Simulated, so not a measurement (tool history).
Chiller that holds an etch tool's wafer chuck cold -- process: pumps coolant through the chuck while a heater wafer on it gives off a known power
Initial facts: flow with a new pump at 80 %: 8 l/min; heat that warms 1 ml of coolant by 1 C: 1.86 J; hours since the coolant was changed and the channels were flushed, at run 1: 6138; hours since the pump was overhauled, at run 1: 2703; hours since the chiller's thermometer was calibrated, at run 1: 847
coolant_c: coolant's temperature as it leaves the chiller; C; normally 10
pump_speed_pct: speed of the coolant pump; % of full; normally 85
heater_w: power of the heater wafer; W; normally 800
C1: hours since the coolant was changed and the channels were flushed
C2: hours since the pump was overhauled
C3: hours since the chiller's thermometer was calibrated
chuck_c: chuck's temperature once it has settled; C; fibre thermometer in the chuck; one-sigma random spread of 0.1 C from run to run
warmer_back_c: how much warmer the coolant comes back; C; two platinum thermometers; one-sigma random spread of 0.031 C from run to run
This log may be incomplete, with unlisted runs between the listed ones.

Run 1, hour 0: usual settings; C1 6138; C2 2703; C3 847. Result: chuck_c 16.3 C, warmer_back_c 3.21 C.
Run 2, hour 79.3: usual settings; C1 6217; C2 2783; C3 927. Result: chuck_c 16.4 C, warmer_back_c 3.18 C.
Run 3, hour 122.4: usual settings; C1 6260; C2 2826; C3 970. Result: chuck_c 16.4 C, warmer_back_c 3.19 C.
Run 4, hour 170.5: usual settings; C1 6309; C2 2874; C3 1018. Result: chuck_c 16.6 C, warmer_back_c 3.2 C.
Run 5, hour 259.5: usual settings; C1 6398; C2 2963; C3 1107. Result: chuck_c 16.5 C, warmer_back_c 3.21 C.
Run 6, hour 304.7: usual settings; C1 6443; C2 3008; C3 1152. Result: chuck_c 16.5 C, warmer_back_c 3.24 C.
Run 7, hour 376.4: usual settings; C1 6514; C2 3080; C3 1224. Result: chuck_c 16.5 C, warmer_back_c 3.19 C.
Run 8, hour 453.4: usual settings; C1 6592; C2 3157; C3 1301. Result: chuck_c 16.6 C, warmer_back_c 3.23 C.
Run 9, hour 532.2: usual settings; C1 6670; C2 3235; C3 1380. Result: chuck_c 16.7 C, warmer_back_c 3.19 C.
Run 10, hour 628.2: usual settings but heater_w 700 W; C1 6766; C2 3331; C3 1476. Result: chuck_c 16 C, warmer_back_c 2.81 C.
Run 11, hour 671.2: usual settings but heater_w 700 W; C1 6809; C2 3374; C3 1519. Result: chuck_c 15.9 C, warmer_back_c 2.81 C.
Run 12, hour 756.8: usual settings but heater_w 700 W; C1 6895; C2 3460; C3 1604. Result: chuck_c 15.8 C, warmer_back_c 2.79 C.
Run 13, hour 856.4: usual settings but heater_w 700 W; C1 6994; C2 3560; C3 1704. Result: chuck_c 16.1 C, warmer_back_c 2.79 C.
Run 14, hour 915.4: usual settings but heater_w 713 W; C1 7054; C2 3619; C3 1763. Result: chuck_c 15.9 C, warmer_back_c 2.87 C.
Run 15, hour 1000: usual settings but heater_w 713 W; C1 7138; C2 3703; C3 1847. Result: chuck_c 16.1 C, warmer_back_c 2.84 C.
Run 16, hour 1105.1: usual settings but coolant_c 12 C, pump_speed_pct 62 % of full, heater_w 410 W; C1 7243; C2 3808; C3 1953. Result: chuck_c 16.3 C, warmer_back_c 2.28 C.
Run 17, hour 1181.5: usual settings but coolant_c 12 C, pump_speed_pct 62 % of full, heater_w 410 W; C1 7320; C2 3885; C3 2029. Result: chuck_c 16.4 C, warmer_back_c 2.3 C.
Run 18, hour 1266.8: usual settings but coolant_c 12 C, pump_speed_pct 62 % of full, heater_w 410 W; C1 7405; C2 3970; C3 2114. Result: chuck_c 16.4 C, warmer_back_c 2.29 C.
Run 19, hour 1368.6: usual settings but coolant_c 12 C, pump_speed_pct 62 % of full, heater_w 410 W; C1 7507; C2 4072; C3 2216. Result: chuck_c 16.3 C, warmer_back_c 2.19 C.
Run 20, hour 1417.4: usual settings but coolant_c 12 C, pump_speed_pct 62 % of full, heater_w 410 W; C1 7555; C2 4121; C3 2265. Result: chuck_c 16.5 C, warmer_back_c 2.22 C.
Run 21, hour 1489.1: usual settings but coolant_c 12 C, pump_speed_pct 62 % of full, heater_w 410 W; C1 7627; C2 4192; C3 2337. Result: chuck_c 16.3 C, warmer_back_c 2.25 C.

For run 22, what comes out?
Run 22, hour 1543.5: usual settings but heater_w 410 W; C1 7682; C2 4247; C3 2391. Result: chuck_c ?, warmer_back_c ?.

{"run 22": {"chuck_c": 13.6, "warmer_back_c": 1.66}}
If the tool had no hidden condition, the same run with the same run-to-run variation would have returned chuck_c 12.6 C, warmer_back_c 1.55 C.

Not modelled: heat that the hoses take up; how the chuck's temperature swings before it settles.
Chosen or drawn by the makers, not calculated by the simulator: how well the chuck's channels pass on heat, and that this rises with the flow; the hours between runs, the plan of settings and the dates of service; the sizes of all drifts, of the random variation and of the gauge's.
